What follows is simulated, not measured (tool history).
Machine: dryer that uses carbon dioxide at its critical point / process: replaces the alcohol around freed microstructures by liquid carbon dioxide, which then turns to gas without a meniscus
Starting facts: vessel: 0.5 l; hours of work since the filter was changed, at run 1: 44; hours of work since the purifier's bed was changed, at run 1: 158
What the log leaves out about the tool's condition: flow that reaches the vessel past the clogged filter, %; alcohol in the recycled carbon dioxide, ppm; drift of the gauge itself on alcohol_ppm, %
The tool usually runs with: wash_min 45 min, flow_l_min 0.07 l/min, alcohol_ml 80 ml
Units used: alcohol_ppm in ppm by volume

| run | day | wash_min | flow_l_min | alcohol_ml | hours of work since the filter was changed | hours of work since the purifier's bed was changed | alcohol_ppm |
|---|---|---|---|---|---|---|---|
| 1 | 0 | 45 | 0.07 | 80 | 44 | 158 | 1816 |
| 2 | 0.583 | 45 | 0.07 | 80 | 51 | 164 | 1822 |
| 3 | 1.35 | 45 | 0.07 | 20 | 59 | 173 | 495 |
| 4 | 2.067 | 45 | 0.07 | 20 | 67 | 181 | 506 |
| 5 | 2.888 | 57 | 0.07 | 80 | 76 | 189 | 637 |
| 6 | 3.471 | 45 | 0.07 | 80 | 82 | 196 | 1949 |
| 7 | 4.192 | 45 | 0.07 | 80 | 90 | 204 | 2061 |
| 8 | 4.7 | 45 | 0.07 | 80 | 96 | 209 | 2110 |
| 9 | 5.358 | 45 | 0.07 | 80 | 103 | 216 | 2181 |
| 10 | 5.825 | 45 | 0.07 | 80 | 108 | 221 | 2208 |
| 11 | 6.675 | 43 | 0.0766 | 35 | 117 | 231 | 835 |
| 12 | 7.433 | 45 | 0.1185 | 35 | 125 | 239 | 95 |
| 13 | 7.908 | 45 | 0.1185 | 35 | 130 | 244 | 97 |
| 14 | 8.404 | 45 | 0.0446 | 99 | 136 | 249 | 13616 |
| 15 | 9.05 | 56 | 0.07 | 71 | 143 | 256 | 794 |
| 16 | 9.792 | 68 | 0.07 | 80 | 151 | 264 | 345 |
| 17 | 10.425 | 57 | 0.0472 | 80 | 158 | 271 | 4748 |
| 18 | 11.288 | 57 | 0.0472 | 80 | 167 | 281 | 4838 |
| 19 | 12.108 | 57 | 0.0832 | 80 | 176 | 290 | 375 |

Selected run-to-run steps in alcohol_ppm, each split into two signed amounts: the part the tool would show with no hidden state at all (from settings, incoming material and random variation), and the remainder, which goes to the hidden state together with any gauge scatter not common to the measured and the hidden-state-free results:
Run 13 -> 14: flow_l_min 0.1185 -> 0.0446, alcohol_ml 35 -> 99. alcohol_ppm +13519 ppm by volume: hidden state +2929, all else +10590.
